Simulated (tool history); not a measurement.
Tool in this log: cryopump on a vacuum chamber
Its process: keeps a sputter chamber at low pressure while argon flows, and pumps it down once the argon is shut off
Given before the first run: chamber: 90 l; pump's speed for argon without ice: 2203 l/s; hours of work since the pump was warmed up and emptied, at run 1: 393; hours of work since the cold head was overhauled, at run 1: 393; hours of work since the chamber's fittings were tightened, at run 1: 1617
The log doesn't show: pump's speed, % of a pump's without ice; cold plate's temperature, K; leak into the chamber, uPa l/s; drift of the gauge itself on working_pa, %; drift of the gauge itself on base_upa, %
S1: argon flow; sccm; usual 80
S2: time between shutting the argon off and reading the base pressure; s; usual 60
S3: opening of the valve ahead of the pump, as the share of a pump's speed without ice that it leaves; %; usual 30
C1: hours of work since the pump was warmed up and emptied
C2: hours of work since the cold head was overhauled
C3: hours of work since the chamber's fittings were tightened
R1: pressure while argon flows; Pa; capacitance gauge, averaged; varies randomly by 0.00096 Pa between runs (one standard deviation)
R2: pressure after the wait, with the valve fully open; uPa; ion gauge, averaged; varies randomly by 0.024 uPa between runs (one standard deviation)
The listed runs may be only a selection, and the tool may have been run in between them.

Run 1, day 0: usual settings; C1 393; C2 393; C3 1617. Result: R1 0.2294 Pa, R2 1.02 uPa.
Run 2, day 0.792: usual settings; C1 407; C2 407; C3 1630. Result: R1 0.231 Pa, R2 1.1 uPa.
Run 3, day 1.742: usual settings; C1 424; C2 424; C3 1647. Result: R1 0.2316 Pa, R2 1.02 uPa.
Run 4, day 2.446: usual settings; C1 436; C2 436; C3 1659. Result: R1 0.2343 Pa, R2 1.09 uPa.
At day 3.096: pump warmed up, emptied and cooled again.
Run 5, day 4.225: usual settings but S2 97 s; C1 20; C2 463; C3 1687. Result: R1 0.2056 Pa, R2 0.71 uPa.
Run 6, day 5.904: usual settings but S2 97 s; C1 49; C2 493; C3 1716. Result: R1 0.207 Pa, R2 0.71 uPa.
Run 7, day 6.796: usual settings but S2 220 s; C1 65; C2 508; C3 1732. Result: R1 0.2087 Pa, R2 0.46 uPa.
Run 8, day 8.012: usual settings but S2 97 s; C1 86; C2 530; C3 1753. Result: R1 0.21 Pa, R2 0.7 uPa.
Run 9, day 9.5: usual settings but S2 97 s; C1 112; C2 556; C3 1779. Result: R1 0.2098 Pa, R2 0.72 uPa.
Run 10, day 10.321: usual settings but S1 89 sccm, S2 97 s; C1 126; C2 570; C3 1793. Result: R1 0.2368 Pa, R2 0.75 uPa.
Run 11, day 11.583: usual settings but S1 61 sccm, S2 97 s; C1 148; C2 592; C3 1815. Result: R1 0.1632 Pa, R2 0.77 uPa.
Run 12, day 12.942: usual settings but S1 61 sccm, S2 97 s; C1 172; C2 616; C3 1839. Result: R1 0.1641 Pa, R2 0.75 uPa.
Run 13, day 14.262: usual settings but S1 61 sccm, S2 97 s; C1 195; C2 639; C3 1862. Result: R1 0.1642 Pa, R2 0.75 uPa.
Run 14, day 15.792: usual settings but S1 61 sccm, S2 97 s; C1 222; C2 666; C3 1889. Result: R1 0.166 Pa, R2 0.81 uPa.
Run 15, day 16.883: usual settings but S1 61 sccm, S2 97 s; C1 241; C2 685; C3 1908. Result: R1 0.1662 Pa, R2 0.77 uPa.
Run 16, day 17.638: usual settings but S1 61 sccm, S2 97 s; C1 254; C2 698; C3 1921. Result: R1 0.1678 Pa, R2 0.81 uPa.
Run 17, day 19.204: usual settings but S1 61 sccm, S2 97 s; C1 281; C2 725; C3 1948. Result: R1 0.1699 Pa, R2 0.76 uPa.
Run 18, day 20.717: usual settings but S1 77 sccm, S2 97 s; C1 308; C2 752; C3 1975. Result: R1 0.2166 Pa, R2 0.8 uPa.
Run 19, day 21.862: usual settings but S1 110 sccm; C1 328; C2 772; C3 1995. Result: R1 0.3087 Pa, R2 1.07 uPa.
Run 20, day 22.854: usual settings but S1 69 sccm; C1 345; C2 789; C3 2012. Result: R1 0.1965 Pa, R2 1.11 uPa.
Run 21, day 23.908: usual settings but S1 33 sccm, S2 32 s, S3 35 %; C1 364; C2 807; C3 2031. Result: R1 0.0821 Pa, R2 1.76 uPa.
Run 22, day 24.658: usual settings but S2 161 s, S3 57 %; C1 377; C2 820; C3 2044. Result: R1 0.1324 Pa, R2 0.72 uPa.
Run 23, day 26.012: usual settings but S1 140 sccm, S2 201 s, S3 19 %; C1 400; C2 844; C3 2067. Result: R1 0.6136 Pa, R2 0.63 uPa.
Run 24, day 27.246: usual settings but S1 67 sccm, S2 33 s; C1 422; C2 866; C3 2089. Result: R1 0.196 Pa, R2 1.7 uPa.
At day 28.638: pump warmed up, emptied and cooled again.
Run 25, day 29.042: usual settings but S1 103 sccm, S2 271 s, S3 47 %; C1 7; C2 893; C3 2117. Result: R1 0.1695 Pa, R2 0.45 uPa.
Run 26, day 29.95: usual settings but S1 103 sccm, S2 271 s, S3 47 %; C1 23; C2 909; C3 2132. Result: R1 0.1697 Pa, R2 0.43 uPa.
Run 27, day 31.429: usual settings but S1 127 sccm, S3 21 %; C1 49; C2 935; C3 2158. Result: R1 0.47 Pa, R2 0.98 uPa.
Run 28, day 32.529: usual settings but S1 100 sccm, S3 16 %; C1 68; C2 954; C3 2178. Result: R1 0.4845 Pa, R2 1.02 uPa.
Run 29, day 33.817: usual settings but S1 100 sccm, S3 16 %; C1 91; C2 977; C3 2200. Result: R1 0.4853 Pa, R2 1.03 uPa.
Run 30, day 35.1: usual settings but S1 67 sccm, S2 231 s; C1 113; C2 999; C3 2223. Result: R1 0.178 Pa, R2 0.49 uPa.
Run 31, day 35.954: usual settings but S1 72 sccm, S2 231 s, S3 38 %; C1 128; C2 1014; C3 2237. Result: R1 0.1512 Pa, R2 0.52 uPa.
Run 32, day 37.612: usual settings but S1 72 sccm, S2 231 s, S3 38 %; C1 157; C2 1043; C3 2266. Result: R1 0.1533 Pa, R2 0.51 uPa.
Run 33, day 38.383: usual settings but S1 63 sccm, S2 231 s, S3 52 %; C1 170; C2 1057; C3 2280. Result: R1 0.1013 Pa, R2 0.51 uPa.

A few steps of R1 between consecutive runs. Split each: what settings, incoming material and random variation would produce without the hidden state, and what is left over for the hidden state, along with gauge scatter present in only one of the two compared results (measured, and without hidden state):
Run 4 -> 5: S2 60 -> 97, pump warmed up, emptied and cooled again. R1 -0.0287 Pa: hidden state -0.0271, all else -0.0016.
Run 22 -> 23: S1 80 -> 140, S2 161 -> 201, S3 57 -> 19. R1 +0.4812 Pa: hidden state +0.0229, all else +0.4583.
Run 23 -> 24: S1 140 -> 67, S2 201 -> 33, S3 19 -> 30. R1 -0.4176 Pa: hidden state -0.0233, all else -0.3943.
Run 24 -> 25: S1 67 -> 103, S2 33 -> 271, S3 30 -> 47, pump warmed up, emptied and cooled again. R1 -0.0265 Pa: hidden state -0.023, all else -0.0035.
Run 29 -> 30: S1 100 -> 67, S2 60 -> 231, S3 16 -> 30. R1 -0.3073 Pa: hidden state -0.0013, all else -0.306.
